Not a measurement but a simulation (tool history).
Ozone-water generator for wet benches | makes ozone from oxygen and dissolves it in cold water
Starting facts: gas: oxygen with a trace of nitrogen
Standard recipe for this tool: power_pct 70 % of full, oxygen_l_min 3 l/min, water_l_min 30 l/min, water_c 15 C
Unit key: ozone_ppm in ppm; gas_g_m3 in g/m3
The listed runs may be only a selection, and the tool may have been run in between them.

run     day  power_pct  oxygen_l_min  water_l_min  water_c  ozone_ppm  gas_g_m3
  1       0         70             3           30       15       10.4     174.5
  2   6.379         70             3           30       15       10.3       174
  3  11.133         70             3           30       22        9.9     172.5
  4  15.579         70             3           46       15        6.4     173.9
  5  20.488         70             3           46       15        6.2     173.1
  6  26.483         53          2.72           30       15        8.7     154.4
     28.325  -- contactor cleaned
  7  32.171         53          2.72           30       15        9.1     154.2
  8  37.642         70             3           30       12       10.9     170.5
  9  43.592         70             3           30       12       10.6     170.9
 10  47.633         70             3           30       12         11     172.3

Difference, measured minus no-hidden-state, one row per run. Run-to-run variation is common to both terms; the gauge's own scatter need not be:
The tool's hidden condition here consists of: yield of the discharge, % of new electrodes'; contactor's efficiency, % of a clean one's; true water temperature over the reading, C; drift of the gauge itself on ozone_ppm, %; drift of the gauge itself on gas_g_m3, %.
run  ozone_ppm  gas_g_m3
  1       -0.8      -4.1
  2       -0.8      -4.6
  3       -0.7      -4.9
  4       -0.6      -5.2
  5       -0.6      -5.7
  6       -0.7      -4.7
  7       -0.4        -5
  8       -0.5      -7.2
  9       -0.5      -7.7
 10       -0.6      -8.2
